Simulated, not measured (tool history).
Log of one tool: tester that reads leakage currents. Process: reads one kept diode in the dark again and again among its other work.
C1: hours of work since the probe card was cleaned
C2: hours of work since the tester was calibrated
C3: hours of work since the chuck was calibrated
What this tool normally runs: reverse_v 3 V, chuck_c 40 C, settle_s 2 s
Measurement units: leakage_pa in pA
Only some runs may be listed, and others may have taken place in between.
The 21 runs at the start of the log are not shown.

run 22 hour=3406.9 | reverse_v=8 chuck_c=40 settle_s=2 | C1=920 C2=1150 C3=1104 | leakage_pa=664.51
run 23 hour=3600.4 | reverse_v=8 chuck_c=40 settle_s=2 | C1=1006 C2=1235 C3=1189 | leakage_pa=662.57
run 24 hour=3749.1 | reverse_v=8 chuck_c=40 settle_s=2 | C1=1071 C2=1301 C3=1255 | leakage_pa=662.82
run 25 hour=3858.6 | reverse_v=3.18 chuck_c=40 settle_s=4.36 | C1=1120 C2=1350 C3=1304 | leakage_pa=400.33
run 26 hour=4064.5 | reverse_v=3 chuck_c=40 settle_s=3.29 | C1=1211 C2=1441 C3=1395 | leakage_pa=386.94
run 27 hour=4169.8 | reverse_v=3 chuck_c=40 settle_s=3.29 | C1=1257 C2=1487 C3=1441 | leakage_pa=386.72
run 28 hour=4314.2 | reverse_v=3 chuck_c=40 settle_s=3.29 | C1=1321 C2=1551 C3=1505 | leakage_pa=387.9
run 29 hour=4433.1 | reverse_v=16.46 chuck_c=58 settle_s=0.33 | C1=1374 C2=1604 C3=1558 | leakage_pa=3106.98
run 30 hour=4539.1 | reverse_v=14.9 chuck_c=40 settle_s=2 | C1=1421 C2=1651 C3=1605 | leakage_pa=932.29
run 31 hour=4731.4 | reverse_v=14.9 chuck_c=41 settle_s=0.87 | C1=1506 C2=1736 C3=1690 | leakage_pa=1000.09
run 32 hour=4847.6 | reverse_v=1.23 chuck_c=53 settle_s=9.62 | C1=1557 C2=1787 C3=1741 | leakage_pa=554.29
-- hour=4926.4 chuck's temperature calibrated
run 33 hour=5017 | reverse_v=3 chuck_c=27 settle_s=0.49 | C1=1631 C2=1861 C3=40 | leakage_pa=156.1
run 34 hour=5115.4 | reverse_v=3 chuck_c=31 settle_s=0.87 | C1=1675 C2=1905 C3=84 | leakage_pa=207.45
run 35 hour=5209.9 | reverse_v=3 chuck_c=31 settle_s=0.87 | C1=1717 C2=1946 C3=125 | leakage_pa=208.97
run 36 hour=5355.7 | reverse_v=3 chuck_c=31 settle_s=0.87 | C1=1781 C2=2011 C3=190 | leakage_pa=207.96
-- hour=5418 probe card cleaned and baked
run 37 hour=5526.4 | reverse_v=3 chuck_c=31 settle_s=0.87 | C1=48 C2=2085 C3=264 | leakage_pa=207.51
run 38 hour=5674.3 | reverse_v=3 chuck_c=21 settle_s=0.61 | C1=113 C2=2151 C3=329 | leakage_pa=99.89
run 39 hour=5822.6 | reverse_v=1.18 chuck_c=24 settle_s=1 | C1=179 C2=2216 C3=395 | leakage_pa=74.79

Branching from run 39: 3 alternative next runs. What would each branch give?
run A hour=5924.2 | reverse_v=5.94 chuck_c=58 settle_s=2 | C1=224 C2=2261 C3=440 | leakage_pa=?
run B hour=5924.2 | reverse_v=3 chuck_c=39 settle_s=2 | C1=224 C2=2261 C3=440 | leakage_pa=?
run C hour=5924.2 | reverse_v=2.16 chuck_c=44 settle_s=0.82 | C1=224 C2=2261 C3=440 | leakage_pa=?

run=A leakage_pa=1774.94
run=B leakage_pa=361.12
run=C leakage_pa=424.03
With no hidden state in the tool, these same runs would have given:
run=A leakage_pa=1774.23
run=B leakage_pa=360.96
run=C leakage_pa=423.85
